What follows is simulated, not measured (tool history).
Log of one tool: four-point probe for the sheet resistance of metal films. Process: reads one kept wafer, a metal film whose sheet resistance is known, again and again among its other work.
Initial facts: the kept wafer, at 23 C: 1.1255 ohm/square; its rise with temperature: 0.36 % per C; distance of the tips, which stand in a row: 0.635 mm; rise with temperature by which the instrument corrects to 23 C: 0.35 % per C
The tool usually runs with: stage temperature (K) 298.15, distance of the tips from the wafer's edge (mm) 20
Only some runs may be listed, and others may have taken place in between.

run	hour	stage temperature (K)	distance of the tips from the wafer's edge (mm)	sheet resistance as the instrument gives it (ohm/square)
1	0.0	298.15	20	1.115115
2	77.4	298.15	20	1.114651
3	167.6	298.15	20	1.114993
4	244.0	298.15	20	1.115135
5	325.8	298.15	20	1.114648
6	372.7	298.15	20	1.114516
7	456.0	298.15	20	1.114098
8	516.9	301.15	20	1.115002
9	570.6	298.15	20	1.113963
10	625.9	298.15	20	1.114191
11	715.9	298.15	9	1.116208
12	790.2	298.15	9	1.116008
13	882.9	298.15	9	1.116229
14	963.3	298.15	9	1.115672
15	1050.1	298.15	9	1.115338
16	1113.8	298.15	33	1.113043
17	1192.7	298.15	33	1.112624
18	1247.2	298.15	33	1.112373
19	1321.6	292.15	20	1.112015
20	1361.6	292.15	20	1.111840
# hour 1367.4: stage's thermometer calibrated
21	1437.7	294.15	20	1.110329
# hour 1531.3: stage's thermometer calibrated, once more
22	1531.3	298.15	20	1.115813
23	1619.7	298.15	20	1.115718
24	1663.8	298.15	5	1.124509
25	1757.0	291.15	9	1.117382
26	1833.7	307.15	16	1.116777
27	1923.3	302.15	19	1.115283
28	1962.5	298.15	7	1.119216
29	2008.3	298.15	7	1.119294
30	2068.5	298.15	7	1.119325
31	2143.6	298.15	32	1.114221
32	2183.0	298.15	58	1.114382
33	2223.4	291.15	38	1.113073
34	2283.6	301.15	8	1.117789
35	2323.2	304.15	4	1.129713
36	2380.5	294.15	32	1.113090
37	2428.3	298.15	39	1.113397
38	2482.9	298.15	39	1.113573
39	2554.1	294.15	9	1.116218
40	2638.0	308.15	54	1.114082
41	2727.3	298.15	16	1.113887
42	2784.7	295.15	5	1.121881
43	2854.3	297.15	20	1.113365
44	2898.1	292.15	9	1.114800
45	2980.4	299.15	19	1.113482

What if the next run were any one of these 3? Each begins from the tool's condition after run 45:
A	3061.3	298.15	3	?
B	3061.3	294.15	20	?
C	3061.3	293.15	8	?

run	sheet resistance as the instrument gives it (ohm/square)
A	1.138333
B	1.112303
C	1.115015
With no hidden state in the tool, these same runs would have given:
run	sheet resistance as the instrument gives it (ohm/square)
A	1.152192
B	1.125881
C	1.128626
